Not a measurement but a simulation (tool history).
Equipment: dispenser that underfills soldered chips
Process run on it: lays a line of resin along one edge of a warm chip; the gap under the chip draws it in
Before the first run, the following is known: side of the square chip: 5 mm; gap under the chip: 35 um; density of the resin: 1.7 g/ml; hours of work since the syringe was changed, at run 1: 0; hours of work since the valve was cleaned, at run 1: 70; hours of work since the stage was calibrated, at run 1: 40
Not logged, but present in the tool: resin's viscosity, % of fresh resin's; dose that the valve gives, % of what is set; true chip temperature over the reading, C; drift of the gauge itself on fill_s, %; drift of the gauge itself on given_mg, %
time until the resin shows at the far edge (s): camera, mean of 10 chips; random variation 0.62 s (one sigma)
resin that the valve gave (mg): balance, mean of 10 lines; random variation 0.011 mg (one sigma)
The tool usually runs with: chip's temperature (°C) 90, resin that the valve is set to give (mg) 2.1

run   hour  chip's temperature (°C)  resin that the valve is set to give (mg)  hours of work since the syringe was changed  hours of work since the valve was cleaned  hours of work since the stage was calibrated  time until the resin shows at the far edge (s)  resin that the valve gave (mg)
  1      0                       90                                       2.1                                            0                                         70                                            40                                            56.6                            2.02
  2    4.3                       90                                      2.48                                            3                                         73                                            43                                            61.8                            2.41
  3    7.5                       90                                       2.1                                            5                                         75                                            45                                            69.8                            2.02
  4   12.8                       90                                       2.1                                            9                                         79                                            49                                            84.1                            2.01
  5   16.6                       90                                      2.28                                           12                                         82                                            51                                            92.9                             2.2
      17.3  -- new syringe of resin
  6   23.8                       90                                       2.1                                            5                                         87                                            56                                            68.4                               2
  7   28.6                       90                                       2.1                                            8                                         90                                            60                                            77.7                            2.02
      34.5  -- new syringe of resin
  8     35                       90                                       2.1                                            0                                         95                                            64                                            58.3                               2
      41.7  -- dispensing valve cleaned and set on the balance
  9   41.7                       90                                       2.1                                            4                                          0                                            68                                            66.1                            2.11
 10   47.7                       90                                       2.1                                            9                                          4                                            73                                            82.4                            2.09
 11   51.7                       90                                       2.1                                           12                                          7                                            76                                            91.6                            2.09
      52.7  -- new syringe of resin
 12   56.6                       90                                       2.1                                            3                                         10                                            79                                            63.1                            2.12
 13   60.3                       90                                       2.1                                            5                                         13                                            81                                            70.9                            2.08
 14   66.5                       90                                       2.1                                           10                                         18                                            86                                            85.2                             2.1
      69.8  -- new syringe of resin
 15   72.8                       90                                      2.54                                            2                                         22                                            90                                            57.9                            2.51
 16   78.9                       85                                      1.97                                            6                                         26                                            95                                            88.7                            1.95
 17   83.4                       85                                      1.97                                           10                                         30                                            98                                             105                            1.95
        87  -- new syringe of resin
 18   87.4                       93                                       2.3                                            0                                         32                                           101                                            50.4                            2.26
 19   94.2                       87                                      2.55                                            5                                         37                                           105                                            74.9                            2.51
 20   97.5                       80                                      2.55                                            8                                         39                                           108                                           107.1                            2.51
 21  100.7                       85                                       2.1                                           10                                         42                                           110                                           101.2                            2.08
     104.2  -- new syringe of resin
 22    106                       93                                      2.11                                            1                                         45                                           114                                            53.6                            2.06
 23  112.5                       89                                      1.92                                            6                                         50                                           118                                            77.1                             1.9
 24  119.4                      103                                      2.32                                           11                                         55                                           123                                            55.6                            2.27
     121.2  -- new syringe of resin
 25  125.1                      103                                      2.32                                            3                                         59                                           127                                            40.6                            2.24

Alternative continuations, all from the tool just after run 25; predict every row:
  A  131.1                       82                                      2.47                                            7                                         63                                           131                                               ?                               ?
  B  131.1                       79                                      1.97                                            7                                         63                                           131                                               ?                               ?
  C  131.1                       76                                      1.99                                            7                                         63                                           131                                               ?                               ?
  D  131.1                       92                                      2.55                                            7                                         63                                           131                                               ?                               ?
  E  131.1                       79                                      2.38                                            7                                         63                                           131                                               ?                               ?

run  time until the resin shows at the far edge (s)  resin that the valve gave (mg)
  A                                            98.7                            2.42
  B                                           114.6                             1.9
  C                                           129.6                            1.97
  D                                            68.9                            2.48
  E                                           107.7                            2.31
With the hidden condition removed and each run's random variation left untouched, the same runs would have given:
run  time until the resin shows at the far edge (s)  resin that the valve gave (mg)
  A                                            70.8                            2.48
  B                                            81.7                            1.96
  C                                            92.3                            2.03
  D                                            49.4                            2.54
  E                                            77.2                            2.38
